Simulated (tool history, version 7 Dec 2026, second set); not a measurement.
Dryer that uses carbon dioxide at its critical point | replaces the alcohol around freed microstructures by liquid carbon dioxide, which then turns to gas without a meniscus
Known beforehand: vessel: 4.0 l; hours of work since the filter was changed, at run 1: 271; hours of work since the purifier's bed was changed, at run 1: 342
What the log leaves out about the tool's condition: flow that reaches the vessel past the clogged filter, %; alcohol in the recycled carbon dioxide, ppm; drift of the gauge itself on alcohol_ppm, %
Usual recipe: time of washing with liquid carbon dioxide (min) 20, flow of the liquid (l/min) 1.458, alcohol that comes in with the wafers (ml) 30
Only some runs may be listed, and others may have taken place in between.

run     day  time of washing with liquid carbon dioxide (min)  flow of the liquid (l/min)  alcohol that comes in with the wafers (ml)  hours of work since the filter was changed  hours of work since the purifier's bed was changed  alcohol left in the vessel before it's heated (ppm by volume)
  1   0.000                                                20                       1.458                                          30                                         271                                                 342                                                             92
  2   1.150                                                20                       2.380                                          30                                         280                                                 351                                                             74
  3   2.142                                                20                       2.380                                          30                                         288                                                 359                                                             81
  4   2.738                                                20                       2.380                                          30                                         292                                                 364                                                             74
  5   3.271                                                20                       2.380                                          30                                         297                                                 368                                                             81
  6   4.129                                                20                       1.458                                          30                                         303                                                 375                                                            107
  7   4.679                                                20                       1.458                                          30                                         308                                                 379                                                            111
  8   5.792                                                20                       1.458                                          30                                         317                                                 388                                                            107
  9   6.700                                                20                       1.458                                          30                                         324                                                 395                                                            115
      7.008  -- inlet filter changed
 10   7.550                                                20                       1.458                                          30                                           4                                                 401                                                             96
 11   8.288                                                20                       1.160                                          30                                          10                                                 407                                                            148
 12   8.942                                                20                       1.458                                          30                                          15                                                 412                                                             90
 13   9.954                                                13                       1.458                                          30                                          23                                                 420                                                            237
 14  10.600                                                13                       1.458                                          30                                          28                                                 426                                                            232
 15  11.283                                                13                       1.458                                          30                                          34                                                 431                                                            235
 16  12.488                                                13                       1.458                                         102                                          43                                                 441                                                            608
 17  13.029                                                20                       1.458                                          30                                          48                                                 445                                                            102
 18  13.729                                                20                       1.458                                          30                                          53                                                 450                                                            109
 19  14.667                                                20                       1.458                                          30                                          61                                                 458                                                            116
 20  15.421                                                20                       1.458                                          30                                          67                                                 464                                                            119
 21  16.304                                                31                       1.458                                          30                                          74                                                 471                                                             92
 22  17.367                                                18                       1.458                                          30                                          82                                                 479                                                            134
 23  18.125                                                20                       1.260                                          30                                          88                                                 485                                                            138
 24  18.917                                                20                       1.910                                          96                                          94                                                 492                                                            103
 25  19.675                                                27                       1.630                                          87                                         100                                                 498                                                            102
 26  20.279                                                25                       1.458                                          30                                         105                                                 502                                                            108
 27  21.246                                                25                       1.458                                          30                                         113                                                 510                                                            113
 28  22.442                                                22                       2.310                                          61                                         122                                                 520                                                            103
 29  23.588                                                12                       1.350                                          61                                         132                                                 529                                                            692
 30  24.338                                                20                       1.080                                          30                                         137                                                 535                                                            204
 31  24.950                                                20                       1.080                                          30                                         142                                                 539                                                            214
 32  26.029                                                20                       1.080                                          30                                         151                                                 548                                                            215

Predict the results of run 33:
 33  26.771                                                20                       1.080                                          30                                         157                                                 554                                                              ?

Logged for run 33: alcohol left in the vessel before it's heated (ppm by volume) 217.
The same run, on a tool lacking any hidden state, would have yielded alcohol left in the vessel before it's heated (ppm by volume) 84.

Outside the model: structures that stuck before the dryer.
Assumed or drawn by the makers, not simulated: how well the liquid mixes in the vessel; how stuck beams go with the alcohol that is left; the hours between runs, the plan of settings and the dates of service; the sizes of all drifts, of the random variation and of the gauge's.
